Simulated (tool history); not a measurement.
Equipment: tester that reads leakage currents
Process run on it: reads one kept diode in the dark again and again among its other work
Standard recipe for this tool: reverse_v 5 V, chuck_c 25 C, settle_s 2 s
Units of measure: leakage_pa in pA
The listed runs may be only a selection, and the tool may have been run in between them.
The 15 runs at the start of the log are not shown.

run 16 day=37.429 | reverse_v=5 chuck_c=56 settle_s=2 | leakage_pa=2009.24
run 17 day=39.321 | reverse_v=3.39 chuck_c=25 settle_s=2 | leakage_pa=134.33
-- day=40.862 probe card cleaned and baked, once more
run 18 day=40.929 | reverse_v=3.39 chuck_c=25 settle_s=0.84 | leakage_pa=127.66
run 19 day=44.333 | reverse_v=3.39 chuck_c=25 settle_s=0.84 | leakage_pa=128.32
run 20 day=45.712 | reverse_v=6.07 chuck_c=25 settle_s=2 | leakage_pa=175.77
run 21 day=47.95 | reverse_v=2.8 chuck_c=27 settle_s=2 | leakage_pa=141.62
run 22 day=49.554 | reverse_v=14.31 chuck_c=27 settle_s=8.46 | leakage_pa=333.61
run 23 day=52.838 | reverse_v=8.29 chuck_c=46 settle_s=0.67 | leakage_pa=1256.08
run 24 day=56.112 | reverse_v=8.29 chuck_c=46 settle_s=0.67 | leakage_pa=1264.4
run 25 day=58.788 | reverse_v=1.93 chuck_c=44 settle_s=0.81 | leakage_pa=512.12
run 26 day=61.8 | reverse_v=9 chuck_c=56 settle_s=1.53 | leakage_pa=2902.95
run 27 day=64.279 | reverse_v=9 chuck_c=56 settle_s=1.53 | leakage_pa=2919.34
run 28 day=67.058 | reverse_v=9 chuck_c=56 settle_s=1.53 | leakage_pa=2942.06
run 29 day=70.308 | reverse_v=4.75 chuck_c=25 settle_s=2 | leakage_pa=169.73
run 30 day=72.688 | reverse_v=3.29 chuck_c=46 settle_s=3.35 | leakage_pa=825.28
run 31 day=75.25 | reverse_v=5 chuck_c=25 settle_s=8.57 | leakage_pa=177.24
run 32 day=77.879 | reverse_v=4.78 chuck_c=25 settle_s=0.99 | leakage_pa=175.48
run 33 day=80.688 | reverse_v=4.78 chuck_c=25 settle_s=0.99 | leakage_pa=177.85
run 34 day=83.046 | reverse_v=3.35 chuck_c=53 settle_s=1 | leakage_pa=1483.79
run 35 day=86.367 | reverse_v=3.35 chuck_c=53 settle_s=1 | leakage_pa=1493.84
run 36 day=88.221 | reverse_v=3.15 chuck_c=50 settle_s=4.86 | leakage_pa=1154.67
run 37 day=90.988 | reverse_v=11.62 chuck_c=50 settle_s=3.58 | leakage_pa=2294.53
run 38 day=93.979 | reverse_v=1.18 chuck_c=25 settle_s=7.45 | leakage_pa=89.49
-- day=95.167 chuck's temperature calibrated
run 39 day=97.258 | reverse_v=1.79 chuck_c=51 settle_s=0.96 | leakage_pa=805.76

5 ways to go on from here, each from the tool as it stands after run 39. What would each give?
run A day=99.188 | reverse_v=2.41 chuck_c=21 settle_s=3.16 | leakage_pa=?
run B day=99.188 | reverse_v=2.08 chuck_c=44 settle_s=0.74 | leakage_pa=?
run C day=99.188 | reverse_v=1.79 chuck_c=22 settle_s=0.96 | leakage_pa=?
run D day=99.188 | reverse_v=6.23 chuck_c=51 settle_s=0.96 | leakage_pa=?
run E day=99.188 | reverse_v=1.44 chuck_c=25 settle_s=2 | leakage_pa=?

run=A leakage_pa=76.23
run=B leakage_pa=508.01
run=C leakage_pa=71.21
run=D leakage_pa=1548.4
run=E leakage_pa=83.07
Without the tool's hidden state the same runs would have given:
run=A leakage_pa=71.16
run=B leakage_pa=486.8
run=C leakage_pa=66.85
run=D leakage_pa=1485.2
run=E leakage_pa=78.53

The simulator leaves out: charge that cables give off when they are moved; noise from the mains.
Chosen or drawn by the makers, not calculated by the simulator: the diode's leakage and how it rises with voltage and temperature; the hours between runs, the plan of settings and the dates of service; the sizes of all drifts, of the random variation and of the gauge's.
